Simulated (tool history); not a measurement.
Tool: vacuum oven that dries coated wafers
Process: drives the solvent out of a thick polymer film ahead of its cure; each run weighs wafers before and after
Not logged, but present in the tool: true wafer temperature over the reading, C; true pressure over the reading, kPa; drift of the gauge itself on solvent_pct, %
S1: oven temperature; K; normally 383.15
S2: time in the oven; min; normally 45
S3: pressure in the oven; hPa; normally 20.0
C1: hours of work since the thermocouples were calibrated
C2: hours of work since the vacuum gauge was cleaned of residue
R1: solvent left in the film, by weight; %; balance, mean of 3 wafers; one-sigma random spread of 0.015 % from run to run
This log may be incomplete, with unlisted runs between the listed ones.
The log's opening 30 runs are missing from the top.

run,hour,S1,S2,S3,C1,C2,R1
31,1006.3,387.15,23,22.4,641,210,3.26
32,1032.3,387.15,23,22.4,659,228,3.25
33,1069.8,370.15,46,11.7,685,255,4.75
34,1090.1,383.15,45,20.0,700,269,1.82
35,1117.6,390.15,62,20.4,719,288,0.71
36,1149.7,382.15,24,20.4,741,311,4.37
37,1188.9,377.15,70,62.9,769,338,3.70
38,1211.3,377.15,70,62.9,784,354,3.70
39,1252.3,373.15,61,72.4,813,383,5.51
# hour 1261.6: oven's thermocouples calibrated
40,1272.9,373.15,61,72.4,8,396,5.58
41,1309.7,373.15,61,72.4,34,421,5.57
42,1334.7,373.15,61,28.6,51,439,3.58
43,1358.2,383.15,49,20.0,68,455,1.71
44,1397.3,383.15,45,65.7,95,483,3.51
45,1440.8,383.15,45,65.7,125,513,3.48
46,1475.6,383.15,45,65.7,150,537,3.48

What if the next run were any one of these 5? Each begins from the tool's condition after run 46:
A,1501.4,383.15,67,20.4,168,556,?
B,1501.4,373.15,45,11.8,168,556,?
C,1501.4,383.15,34,79.9,168,556,?
D,1501.4,380.15,62,41.9,168,556,?
E,1501.4,381.15,38,43.3,168,556,?

run,R1
A,1.17
B,4.02
C,4.77
D,2.53
E,3.67
With the hidden condition removed and each run's random variation left untouched, the same runs would have given:
run,R1
A,1.10
B,3.98
C,4.75
D,2.47
E,3.64

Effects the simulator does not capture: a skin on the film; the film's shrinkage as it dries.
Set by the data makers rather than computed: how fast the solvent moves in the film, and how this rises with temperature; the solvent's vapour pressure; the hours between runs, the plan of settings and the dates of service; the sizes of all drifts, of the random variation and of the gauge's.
